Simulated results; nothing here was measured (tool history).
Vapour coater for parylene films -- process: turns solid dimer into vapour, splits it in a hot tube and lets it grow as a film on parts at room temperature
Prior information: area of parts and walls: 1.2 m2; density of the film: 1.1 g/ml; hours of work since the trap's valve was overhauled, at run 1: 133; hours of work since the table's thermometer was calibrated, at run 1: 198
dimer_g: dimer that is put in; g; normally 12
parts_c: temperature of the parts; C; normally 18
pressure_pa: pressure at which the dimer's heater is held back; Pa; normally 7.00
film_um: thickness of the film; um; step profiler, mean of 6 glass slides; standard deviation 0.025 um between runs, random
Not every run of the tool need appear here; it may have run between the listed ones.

| run | day | dimer_g | parts_c | pressure_pa | hours of work since the trap's valve was overhauled | hours of work since the table's thermometer was calibrated | film_um |
|---|---|---|---|---|---|---|---|
| 1 | 0.000 | 12 | 18 | 7.00 | 133 | 198 | 4.22 |
| 2 | 0.600 | 12 | 18 | 7.00 | 139 | 205 | 4.16 |
| 3 | 1.508 | 12 | 18 | 7.00 | 148 | 214 | 4.17 |
| 4 | 1.996 | 12 | 18 | 7.00 | 154 | 219 | 4.13 |
| 5 | 2.596 | 12 | 18 | 7.00 | 160 | 226 | 4.17 |
| 6 | 3.321 | 12 | 18 | 7.00 | 168 | 233 | 4.17 |
| 7 | 3.958 | 12 | 10 | 7.00 | 174 | 240 | 4.74 |
| 8 | 4.783 | 12 | 10 | 7.00 | 183 | 249 | 4.76 |
| 9 | 5.408 | 12 | 10 | 7.00 | 189 | 255 | 4.77 |
| 10 | 6.375 | 12 | 10 | 7.00 | 200 | 266 | 4.71 |
| 11 | 7.142 | 12 | 10 | 7.00 | 208 | 274 | 4.70 |
|  | 7.883 | trap's valve overhauled |
| 12 | 8.004 | 12 | 24 | 7.00 | 1 | 281 | 3.93 |
| 13 | 8.938 | 12 | 24 | 7.00 | 11 | 291 | 3.94 |
| 14 | 9.554 | 12 | 18 | 11.67 | 18 | 297 | 3.85 |
| 15 | 10.062 | 9 | 18 | 7.00 | 23 | 303 | 3.26 |
| 16 | 11.008 | 9 | 24 | 3.56 | 33 | 313 | 3.50 |
| 17 | 11.704 | 9 | 24 | 3.56 | 40 | 320 | 3.44 |

Predict each of these 3 candidate next runs independently; none follows another, all start after run 17:
| A | 12.608 | 5 | 24 | 9.21 | 50 | 329 | ? |
| B | 12.608 | 5 | 24 | 9.58 | 50 | 329 | ? |
| C | 12.608 | 10 | 11 | 7.77 | 50 | 329 | ? |

| run | film_um |
|---|---|
| A | 1.48 |
| B | 1.51 |
| C | 3.93 |
With no hidden state in the tool, these same runs would have given:
| run | film_um |
|---|---|
| A | 1.50 |
| B | 1.53 |
| C | 3.99 |
